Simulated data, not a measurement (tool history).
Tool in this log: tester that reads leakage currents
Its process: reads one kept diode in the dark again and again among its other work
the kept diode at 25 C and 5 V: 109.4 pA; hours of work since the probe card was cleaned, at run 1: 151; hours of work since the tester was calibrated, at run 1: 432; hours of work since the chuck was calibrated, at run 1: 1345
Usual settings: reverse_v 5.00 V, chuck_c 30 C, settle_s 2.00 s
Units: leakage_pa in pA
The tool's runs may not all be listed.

run    hour  reverse_v  chuck_c  settle_s  hours of work since the probe card was cleaned  hours of work since the tester was calibrated  hours of work since the chuck was calibrated  leakage_pa
  1     0.0       5.00       30      2.00                                             151                                            432                                          1345      165.09
  2    40.1       5.00       30      2.00                                             171                                            452                                          1365      165.47
  3    66.1       5.00       30      2.00                                             184                                            465                                          1378      164.69
  4    97.3       5.00       30      2.00                                             200                                            481                                          1393      165.36
  5   142.1       5.00       30      2.00                                             222                                            503                                          1416      165.07
  6   195.3       5.00       30      2.00                                             249                                            530                                          1442      165.50
  7   224.8       5.00       30      2.00                                             263                                            544                                          1457      165.20
  8   251.9       5.00       30      2.00                                             277                                            558                                          1471      164.76
  9   286.2       5.00       30      2.00                                             294                                            575                                          1488      165.44
 10   328.8       5.00       30      2.00                                             315                                            596                                          1509      164.66
 11   363.7      12.98       30      2.00                                             333                                            614                                          1527      258.33
 12   393.3       5.00       30      2.92                                             348                                            629                                          1541      165.25
 13   439.4       5.00       30      2.92                                             371                                            652                                          1564      164.37
 14   462.5       5.00       30      2.00                                             382                                            663                                          1576      165.25
 15   514.4       5.00       31      2.00                                             408                                            689                                          1602      179.31
 16   566.2       5.00       31      2.00                                             434                                            715                                          1628      179.84
 17   590.4       5.00       27      2.00                                             446                                            727                                          1640      127.99
      606.4  -- chuck's temperature calibrated
 18   635.7      12.29       30      2.00                                             468                                            749                                            15      264.39
 19   678.2       5.00       30      0.67                                             489                                            770                                            36      174.12
 20   712.8       1.62       20      2.48                                             506                                            787                                            53       42.80
 21   748.9       5.00       30      1.17                                             524                                            805                                            71      174.15
 22   803.0       5.00       30      1.17                                             551                                            832                                            98      173.55
 23   854.3       5.74       30      0.49                                             577                                            858                                           124      187.41
 24   908.6       5.74       30      0.49                                             604                                            885                                           151      187.84
 25   948.6       1.56       30      2.00                                             624                                            905                                           171      100.70
 26   986.8       5.66       30      0.52                                             643                                            924                                           190      186.32
 27  1036.3       5.66       42      0.52                                             668                                            949                                           215      490.73
 28  1084.8      10.05       25      6.26                                             692                                            973                                           239      159.03
 29  1134.6       5.00       55      1.37                                             717                                            998                                           264     1233.86
 30  1175.5       5.00       55      1.37                                             738                                           1019                                           285     1235.36
 31  1212.4       1.28       39      5.34                                             756                                           1037                                           303      192.54
 32  1240.9       8.44       45      3.42                                             770                                           1051                                           317      739.43
 33  1265.2       1.86       30      2.00                                             782                                           1063                                           329      109.28
 34  1319.1      10.31       39      7.87                                             809                                           1090                                           356      506.47
 35  1345.9       4.00       50      1.39                                             823                                           1104                                           370      770.38
 36  1376.8       1.13       50      0.60                                             838                                           1119                                           385      430.22
 37  1430.7       3.95       48      0.32                                             865                                           1146                                           412      657.48

4 ways to go on from here, each from the tool as it stands after run 37. What would each give?
  A  1483.6       3.95       31      0.32                                             892                                           1173                                           439           ?
  B  1483.6       3.93       36      2.00                                             892                                           1173                                           439           ?
  C  1483.6       5.00       24      3.28                                             892                                           1173                                           439           ?
  D  1483.6       6.18       51      2.00                                             892                                           1173                                           439           ?

run  leakage_pa
  A      171.79
  B      253.89
  C      104.63
  D     1007.49
With no hidden state in the tool, these same runs would have given:
run  leakage_pa
  A      169.04
  B      251.81
  C      100.31
  D     1008.10

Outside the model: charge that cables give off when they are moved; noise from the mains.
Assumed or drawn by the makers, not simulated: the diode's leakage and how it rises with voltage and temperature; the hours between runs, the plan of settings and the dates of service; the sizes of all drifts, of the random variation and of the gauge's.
